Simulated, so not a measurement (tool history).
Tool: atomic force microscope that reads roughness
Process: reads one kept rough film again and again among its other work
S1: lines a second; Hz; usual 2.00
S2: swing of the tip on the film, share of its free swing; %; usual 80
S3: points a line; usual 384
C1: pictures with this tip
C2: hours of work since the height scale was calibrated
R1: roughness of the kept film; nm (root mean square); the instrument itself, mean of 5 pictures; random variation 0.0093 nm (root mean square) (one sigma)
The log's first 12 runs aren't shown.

run   hour    S1  S2   S3   C1   C2     R1
 13   93.5  2.00  80  384  222   58  4.687
 14  103.0  2.00  80  384  239   63  4.684
     106.0  -- new tip fitted
 15  110.1  2.00  80  384    7   66  4.674
 16  116.6  2.00  80  384   18   70  4.683
 17  125.3  2.00  80  384   34   74  4.688
 18  134.8  2.00  80  384   50   79  4.676
 19  141.3  0.68  61  646   62   83  5.306
 20  147.6  0.68  61  646   73   86  5.298
 21  157.7  2.86  70  276   91   91  4.774
 22  164.9  2.00  64  384  104   95  5.085
 23  176.2  2.00  64  384  123  101  5.076
 24  183.2  1.77  78  421  136  105  4.816
 25  189.7  2.35  78  421  147  108  4.655
 26  198.2  1.17  73  598  162  113  5.065
 27  203.4  1.17  73  598  171  116  5.081
 28  208.1  2.00  80  403  180  118  4.699
 29  214.9  2.46  66  389  192  122  4.942
 30  221.7  0.60  59  823  204  125  5.317
 31  232.7  1.44  76  474  223  131  4.952
 32  241.5  1.44  73  330  239  136  4.983
     245.1  -- new tip fitted
 33  251.7  0.76  73  568   12  141  5.184
 34  258.0  0.76  73  568   23  144  5.189
 35  264.7  1.79  80  384   35  148  4.736
 36  273.1  3.72  80  384   49  152  4.207

3 ways to go on from here, each from the tool as it stands after run 36. What would each give?
  A  278.2  0.78  75  323  58  155   ?
  B  278.2  2.00  77  384  58  155   ?
  C  278.2  2.00  80  839  58  155   ?

run     R1
  A  5.131
  B  4.752
  C  4.695
Without the tool's hidden state the same runs would have given:
run     R1
  A  5.133
  B  4.754
  C  4.697
